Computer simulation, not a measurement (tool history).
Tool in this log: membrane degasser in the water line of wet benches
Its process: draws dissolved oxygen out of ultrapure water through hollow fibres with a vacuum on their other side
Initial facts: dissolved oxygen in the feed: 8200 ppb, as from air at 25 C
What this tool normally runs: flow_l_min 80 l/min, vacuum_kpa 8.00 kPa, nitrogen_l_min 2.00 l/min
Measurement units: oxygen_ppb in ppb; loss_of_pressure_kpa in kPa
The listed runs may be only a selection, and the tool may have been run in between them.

| run | hour | flow_l_min | vacuum_kpa | nitrogen_l_min | oxygen_ppb | loss_of_pressure_kpa |
|---|---|---|---|---|---|---|
| 1 | 0.0 | 80 | 8.00 | 2.00 | 399.3 | 51.71 |
| 2 | 104.3 | 80 | 8.00 | 2.00 | 396.1 | 52.00 |
| 3 | 175.4 | 80 | 8.00 | 2.00 | 405.0 | 51.91 |
| 4 | 301.2 | 80 | 10.25 | 2.00 | 563.0 | 52.10 |
| 5 | 390.4 | 80 | 10.25 | 2.00 | 566.0 | 52.34 |
| 6 | 474.4 | 80 | 15.70 | 2.00 | 938.5 | 52.05 |
| 7 | 610.8 | 80 | 15.70 | 2.00 | 966.1 | 52.03 |
| 8 | 723.6 | 69 | 8.00 | 2.00 | 357.3 | 45.01 |
| 9 | 846.3 | 69 | 8.00 | 2.00 | 355.2 | 45.25 |
| 10 | 950.3 | 69 | 8.00 | 2.00 | 356.3 | 44.92 |
| 11 | 1072.3 | 69 | 8.00 | 2.00 | 362.1 | 45.50 |
| 12 | 1145.0 | 69 | 8.00 | 2.00 | 362.4 | 44.89 |
| 13 | 1254.7 | 69 | 8.00 | 2.00 | 360.2 | 45.10 |
| 14 | 1341.8 | 69 | 8.24 | 2.00 | 378.2 | 45.24 |
| 15 | 1428.0 | 98 | 8.00 | 2.00 | 479.7 | 64.48 |
| 16 | 1501.1 | 80 | 8.00 | 2.00 | 405.1 | 52.88 |
| 17 | 1590.8 | 84 | 5.32 | 1.15 | 314.2 | 55.15 |
| 18 | 1648.7 | 48 | 8.00 | 2.43 | 227.3 | 31.59 |
| 19 | 1708.0 | 48 | 8.00 | 2.43 | 229.5 | 31.54 |
| 20 | 1797.3 | 86 | 8.00 | 4.05 | 255.7 | 56.62 |
| 21 | 1905.7 | 55 | 16.39 | 0.98 | 1270.3 | 36.39 |
| 22 | 2009.5 | 80 | 8.00 | 3.30 | 278.7 | 52.66 |
| 23 | 2072.5 | 63 | 4.85 | 1.63 | 166.1 | 41.91 |
| 24 | 2203.8 | 63 | 4.85 | 1.63 | 168.1 | 41.68 |
| 25 | 2322.8 | 97 | 10.07 | 1.63 | 757.6 | 64.65 |
| 26 | 2433.4 | 97 | 12.10 | 1.70 | 933.2 | 64.50 |
| 27 | 2489.8 | 58 | 12.93 | 2.00 | 599.5 | 38.83 |
| 28 | 2556.5 | 51 | 7.36 | 1.81 | 274.5 | 33.98 |
| 29 | 2647.9 | 114 | 5.57 | 1.05 | 469.8 | 76.41 |
| 30 | 2716.6 | 114 | 5.57 | 1.05 | 474.3 | 75.96 |
| 31 | 2789.0 | 119 | 16.71 | 3.36 | 963.7 | 79.67 |

For each run, the measured value with the value that run would have given without the tool's hidden condition subtracted. The run-to-run variation is shared by both, the gauge scatter possibly not:
Hidden conditions of the tool in this case: membrane still open, %; true pressure behind the membrane over the reading, kPa; air that leaks in behind the membrane, l/min; drift of the gauge itself on oxygen_ppb, %; drift of the gauge itself on loss_of_pressure_kpa, %.
| run | oxygen_ppb | loss_of_pressure_kpa |
|---|---|---|
| 1 | +23.0 | +2.08 |
| 2 | +23.4 | +2.15 |
| 3 | +24.5 | +2.19 |
| 4 | +24.3 | +2.26 |
| 5 | +24.9 | +2.30 |
| 6 | +23.8 | +2.33 |
| 7 | +25.3 | +2.40 |
| 8 | +24.6 | +2.13 |
| 9 | +25.1 | +2.19 |
| 10 | +25.8 | +2.25 |
| 11 | +26.9 | +2.31 |
| 12 | +27.4 | +2.34 |
| 13 | +28.0 | +2.39 |
| 14 | +28.4 | +2.43 |
| 15 | +39.1 | +3.51 |
| 16 | +33.1 | +2.91 |
| 17 | +51.9 | +3.11 |
| 18 | +19.6 | +1.79 |
| 19 | +20.0 | +1.82 |
| 20 | +24.4 | +3.30 |
| 21 | +36.5 | +2.15 |
| 22 | +26.7 | +3.19 |
| 23 | +36.8 | +2.55 |
| 24 | +37.8 | +2.60 |
| 25 | +50.0 | +4.09 |
| 26 | +48.7 | +4.17 |
| 27 | +30.4 | +2.53 |
| 28 | +30.5 | +2.25 |
| 29 | +83.7 | +5.08 |
| 30 | +85.2 | +5.12 |
| 31 | +41.4 | +5.44 |
